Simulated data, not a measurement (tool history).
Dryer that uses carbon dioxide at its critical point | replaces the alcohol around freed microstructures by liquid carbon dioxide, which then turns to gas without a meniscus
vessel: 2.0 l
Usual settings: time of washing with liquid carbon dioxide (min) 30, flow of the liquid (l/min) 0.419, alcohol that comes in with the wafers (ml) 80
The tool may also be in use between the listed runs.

run   hour  time of washing with liquid carbon dioxide (min)  flow of the liquid (l/min)  alcohol that comes in with the wafers (ml)  alcohol left in the vessel before it's heated (ppm by volume)
  1      0                                                30                       0.419                                          80                                                            678
  2   11.6                                                30                       0.419                                          80                                                            675
  3   25.6                                                30                       0.419                                          23                                                            268
  4   44.3                                                30                       0.419                                          23                                                            273
      48.4  -- inlet filter changed
  5   61.1                                                36                       0.419                                          23                                                            141
  6   75.2                                                30                       0.419                                          80                                                            506
  7   90.2                                                30                       0.282                                          80                                                           1857
  8  101.2                                                30                       0.419                                          32                                                            272
  9  112.9                                                24                       0.419                                          26                                                            452
 10  129.9                                                25                       0.592                                          52                                                            254
 11  141.1                                                30                       0.592                                          52                                                            161
 12  154.4                                                30                       0.592                                          52                                                            162
 13  172.2                                                29                        0.65                                          77                                                            173
 14  190.3                                                41                        0.65                                          74                                                            114
 15  204.9                                                41                        0.65                                          74                                                            115

The next listed run, before its measurement:
 16  218.3                                                28                       0.526                                          61                                                              ?

Run 16 gave alcohol left in the vessel before it's heated (ppm by volume) 315.
Without the tool's hidden state the same run would have given alcohol left in the vessel before it's heated (ppm by volume) 137.
